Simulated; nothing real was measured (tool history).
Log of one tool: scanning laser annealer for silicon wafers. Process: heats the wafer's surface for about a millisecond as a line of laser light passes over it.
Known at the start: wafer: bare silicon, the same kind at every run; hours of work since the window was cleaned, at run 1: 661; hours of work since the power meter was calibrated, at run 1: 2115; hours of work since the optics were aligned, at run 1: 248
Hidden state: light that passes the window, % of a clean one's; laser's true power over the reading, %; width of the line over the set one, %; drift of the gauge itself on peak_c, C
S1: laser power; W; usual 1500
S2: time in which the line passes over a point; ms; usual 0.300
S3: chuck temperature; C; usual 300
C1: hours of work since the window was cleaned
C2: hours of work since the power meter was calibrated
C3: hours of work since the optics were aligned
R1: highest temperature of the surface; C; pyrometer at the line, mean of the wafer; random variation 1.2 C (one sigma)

run    hour    S1     S2   S3   C1    C2   C3    R1
  1     0.0  1500  0.300  300  661  2115  248  1038
  2    46.8  1500  0.300  300  692  2146  279  1036
  3    93.1  1500  0.300  300  723  2177  310  1033
  4   133.8  1500  0.300  300  751  2205  338  1034
  5   168.4  1500  0.300  300  774  2228  361  1037
  6   207.5  1500  0.300  300  800  2254  387  1035
  7   286.7  1500  0.300  300  853  2307  440  1033
      305.9  -- window over the wafer cleaned
  8   346.3  1359  0.300  300   27  2345  479   974
  9   404.3  1500  0.300  315   66  2384  517  1058
 10   458.4  1500  0.278  300  102  2420  554  1017
 11   527.7  1500  0.299  300  148  2467  600  1039
 12   607.8  1500  0.270  300  202  2520  654  1004
 13   676.2  1500  0.222  300  248  2566  699   945
 14   738.4  1511  0.345  320  289  2608  741  1107
 15   814.4  1511  0.345  320  340  2659  792  1107
 16   854.0  1354  0.300  300  367  2685  818   965
 17   903.4  1354  0.300  262  400  2718  851   926
 18   935.8  1479  0.302  298  422  2740  873  1024
 19   980.8  1500  0.300  291  452  2770  903  1025
 20  1030.1  1307  0.300  291  485  2803  936   931
 21  1062.8  1307  0.300  291  507  2825  958   931

4 ways to go on from here, each from the tool as it stands after run 21. What would each give?
  A  1122.0  1447  0.317  299  546  2864  998   ?
  B  1122.0  1500  0.300  303  546  2864  998   ?
  C  1122.0  1620  0.300  291  546  2864  998   ?
  D  1122.0  1304  0.355  304  546  2864  998   ?

run    R1
  A  1024
  B  1034
  C  1079
  D   990
Without the tool's hidden state the same runs would have given:
run    R1
  A  1039
  B  1049
  C  1095
  D  1004

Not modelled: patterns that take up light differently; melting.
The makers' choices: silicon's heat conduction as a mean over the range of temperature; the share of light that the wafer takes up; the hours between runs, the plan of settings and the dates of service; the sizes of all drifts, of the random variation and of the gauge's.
